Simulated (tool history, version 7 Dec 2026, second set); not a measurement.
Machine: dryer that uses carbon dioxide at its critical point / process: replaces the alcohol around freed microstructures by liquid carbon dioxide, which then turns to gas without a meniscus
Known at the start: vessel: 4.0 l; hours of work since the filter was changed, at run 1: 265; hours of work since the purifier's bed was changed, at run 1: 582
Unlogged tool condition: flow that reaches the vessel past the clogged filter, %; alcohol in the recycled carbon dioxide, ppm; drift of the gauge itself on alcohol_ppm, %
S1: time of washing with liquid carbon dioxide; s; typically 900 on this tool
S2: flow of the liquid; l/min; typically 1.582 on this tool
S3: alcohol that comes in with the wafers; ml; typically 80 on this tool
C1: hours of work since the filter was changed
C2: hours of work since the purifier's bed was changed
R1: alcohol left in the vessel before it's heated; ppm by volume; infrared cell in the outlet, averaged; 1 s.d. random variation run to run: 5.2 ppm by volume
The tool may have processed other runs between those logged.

run    hour    S1     S2  S3   C1   C2    R1
  1     0.0   900  1.582  80  265  582   391
  2    22.3   900  1.582  80  279  596   405
       27.1  -- purifier's bed changed
  3    50.4   900  1.582  30  294   15    64
  4    72.1   900  1.582  30  308   28    75
  5   108.9   900  1.582  80  331   51   169
  6   143.0   900  1.582  80  352   73   173
  7   179.8   900  1.582  80  375   96   193
  8   210.0   900  1.582  80  394  115   204
  9   252.8   900  1.582  80  421  141   211
 10   290.1   900  1.582  80  444  165   231
      299.9  -- inlet filter changed
 11   315.0   900  1.582  80    9  180   197
 12   344.0   900  1.582  80   28  198   203
 13   384.7   900  1.582  80   53  223   204
 14   415.8   600  1.582  80   73  243   745
 15   452.7   900  1.582  49   96  266   186
 16   478.1   900  1.582  49  112  282   210
 17   519.8   900  1.582  49  138  308   213
 18   557.3   900  1.582  49  161  331   235
 19   595.1   540  1.582  80  185  355  1099
 20   638.0   540  1.582  80  212  382  1133
 21   658.5   900  1.810  80  225  395   235
 22   689.5   840  1.300  91  244  414   673
 23   714.5   960  1.582  30  260  430   235
 24   733.1   960  2.210  30  271  441   220
 25   756.1   960  2.210  30  286  456   205
 26   790.5   900  0.970  23  307  477   524
 27   831.1   900  0.970  23  333  503   532
 28   850.9  1200  1.930  68  345  515   252
 29   869.4  1020  1.930  77  357  527   262
 30   903.1  1020  1.800  77  378  548   286
 31   938.0  1200  2.170  48  400  570   275
      984.5  -- purifier's bed changed
 32   984.5   720  1.210  34  427    0   445
 33  1005.7   720  1.210  34  440   13   462
     1023.9  -- inlet filter changed
 34  1043.4   780  1.280  31   12   36   231
 35  1069.3   660  1.550  24   28   52   176
 36  1089.1   660  2.210  53   41   65    89
 37  1127.6   660  2.210  53   65   89    94
 38  1163.1   660  2.210  53   87  111   123
 39  1186.9   540  1.582  80  102  126   965

Hidden state or all else? Some run-to-run changes of R1, split into what the settings, what came in and random variation would give without the hidden state, and what is left for the hidden state (with any gauge scatter that isn't in both results):
Run 2 -> 3: S3 80 -> 30, purifier's bed changed. R1 -341 ppm by volume: hidden state -278, all else -63.
Run 18 -> 19: S1 900 -> 540, S3 49 -> 80. R1 +864 ppm by volume: hidden state +100, all else +764.
Run 20 -> 21: S1 540 -> 900, S2 1.582 -> 1.810. R1 -898 ppm by volume: hidden state -97, all else -801.
Run 31 -> 32: S1 1200 -> 720, S2 2.170 -> 1.210, S3 48 -> 34, purifier's bed changed. R1 +170 ppm by volume: hidden state -168, all else +338.
Run 38 -> 39: S1 660 -> 540, S2 2.210 -> 1.582, S3 53 -> 80. R1 +842 ppm by volume: hidden state +66, all else +776.
